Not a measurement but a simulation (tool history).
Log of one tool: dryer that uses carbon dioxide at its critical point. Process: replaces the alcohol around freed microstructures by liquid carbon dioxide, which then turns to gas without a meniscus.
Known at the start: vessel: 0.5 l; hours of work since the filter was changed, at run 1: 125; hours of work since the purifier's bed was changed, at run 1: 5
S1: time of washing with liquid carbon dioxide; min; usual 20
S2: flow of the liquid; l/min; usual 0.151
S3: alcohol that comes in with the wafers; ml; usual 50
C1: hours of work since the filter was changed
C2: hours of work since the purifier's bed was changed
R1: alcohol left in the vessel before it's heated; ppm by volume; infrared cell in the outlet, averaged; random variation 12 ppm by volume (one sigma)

run 1 day=0 | S1=20 S2=0.151 S3=50 | C1=125 C2=5 | R1=767
run 2 day=0.638 | S1=20 S2=0.151 S3=42 | C1=135 C2=15 | R1=638
run 3 day=1.246 | S1=20 S2=0.151 S3=50 | C1=144 C2=25 | R1=771
run 4 day=1.583 | S1=20 S2=0.151 S3=50 | C1=150 C2=30 | R1=779
run 5 day=2.062 | S1=20 S2=0.151 S3=50 | C1=157 C2=38 | R1=759
run 6 day=2.846 | S1=20 S2=0.151 S3=50 | C1=169 C2=50 | R1=774
run 7 day=3.55 | S1=20 S2=0.151 S3=50 | C1=181 C2=61 | R1=773
run 8 day=4.225 | S1=20 S2=0.151 S3=50 | C1=191 C2=72 | R1=791
run 9 day=5.012 | S1=20 S2=0.151 S3=50 | C1=204 C2=84 | R1=782
run 10 day=5.592 | S1=22 S2=0.151 S3=50 | C1=213 C2=94 | R1=505
run 11 day=6.258 | S1=22 S2=0.151 S3=50 | C1=223 C2=104 | R1=492
run 12 day=6.762 | S1=22 S2=0.151 S3=23 | C1=231 C2=112 | R1=249
run 13 day=7.546 | S1=22 S2=0.151 S3=23 | C1=244 C2=124 | R1=246
run 14 day=8.233 | S1=17 S2=0.162 S3=21 | C1=255 C2=135 | R1=526
run 15 day=8.742 | S1=20 S2=0.162 S3=20 | C1=263 C2=143 | R1=249
run 16 day=9.525 | S1=25 S2=0.151 S3=37 | C1=275 C2=156 | R1=212
run 17 day=10.275 | S1=25 S2=0.151 S3=83 | C1=287 C2=167 | R1=443
run 18 day=10.967 | S1=25 S2=0.151 S3=83 | C1=298 C2=178 | R1=439
run 19 day=11.654 | S1=25 S2=0.151 S3=83 | C1=309 C2=189 | R1=449
run 20 day=12.129 | S1=25 S2=0.151 S3=83 | C1=316 C2=197 | R1=452
run 21 day=12.821 | S1=25 S2=0.151 S3=83 | C1=327 C2=208 | R1=473
run 22 day=13.212 | S1=28 S2=0.151 S3=50 | C1=333 C2=214 | R1=170

5 ways to go on from here, each from the tool as it stands after run 22. What would each give?
run A day=13.854 | S1=28 S2=0.151 S3=27 | C1=343 C2=224 | R1=?
run B day=13.854 | S1=20 S2=0.129 S3=50 | C1=343 C2=224 | R1=?
run C day=13.854 | S1=20 S2=0.093 S3=21 | C1=343 C2=224 | R1=?
run D day=13.854 | S1=19 S2=0.229 S3=25 | C1=343 C2=224 | R1=?
run E day=13.854 | S1=31 S2=0.151 S3=50 | C1=343 C2=224 | R1=?

run=A R1=116
run=B R1=1752
run=C R1=2335
run=D R1=79
run=E R1=99
Without the tool's hidden state the same runs would have given:
run=A R1=63
run=B R1=1451
run=C R1=2042
run=D R1=29
run=E R1=46

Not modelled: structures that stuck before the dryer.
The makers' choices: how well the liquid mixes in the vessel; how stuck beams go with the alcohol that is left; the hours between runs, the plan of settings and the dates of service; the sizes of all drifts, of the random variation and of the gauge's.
